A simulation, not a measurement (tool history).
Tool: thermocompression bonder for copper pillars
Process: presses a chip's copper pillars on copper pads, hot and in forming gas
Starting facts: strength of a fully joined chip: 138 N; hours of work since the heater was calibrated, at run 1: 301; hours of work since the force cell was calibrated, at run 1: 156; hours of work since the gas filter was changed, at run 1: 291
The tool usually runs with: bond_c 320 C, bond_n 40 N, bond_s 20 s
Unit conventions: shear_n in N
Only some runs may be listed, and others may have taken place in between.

run,hour,bond_c,bond_n,bond_s,hours of work since the heater was calibrated,hours of work since the force cell was calibrated,hours of work since the gas filter was changed,shear_n
1,0.0,320,40,20,301,156,291,49.2
2,10.0,320,40,20,308,162,298,48.4
# hour 12.2: forming gas filter changed
3,16.4,320,40,20,311,166,3,52.1
4,21.0,320,40,20,314,169,6,53.7
5,29.6,320,40,20,320,175,11,54.4
6,38.2,320,40,20,326,181,17,52.6
7,44.7,320,40,20,330,185,21,54.7
8,51.5,320,54,20,335,189,26,67.5
9,58.6,320,54,20,339,194,31,66.9
10,67.8,320,54,20,345,200,37,67.5
11,76.5,331,25,55,351,206,42,58.5
12,85.5,331,25,55,357,212,48,58.8
13,90.7,331,25,55,360,215,52,57.6
14,99.9,331,25,55,366,221,58,57.9
15,108.4,310,39,10,372,227,63,32.2
16,113.0,316,39,17,375,230,66,44.8
17,118.2,327,39,42,378,233,70,70.0
18,126.1,327,27,42,384,239,75,54.6
19,133.9,327,27,20,389,244,80,40.0
20,139.9,325,27,10,393,248,84,27.9

Below are 3 alternative next runs, each starting from the tool's condition after run 20. Predict each:
A,145.9,326,40,20,397,252,88,?
B,145.9,320,40,10,397,252,88,?
C,145.9,298,55,58,397,252,88,?

run,shear_n
A,55.1
B,38.1
C,73.1
With no hidden state in the tool, these same runs would have given:
run,shear_n
A,60.5
B,42.3
C,80.0

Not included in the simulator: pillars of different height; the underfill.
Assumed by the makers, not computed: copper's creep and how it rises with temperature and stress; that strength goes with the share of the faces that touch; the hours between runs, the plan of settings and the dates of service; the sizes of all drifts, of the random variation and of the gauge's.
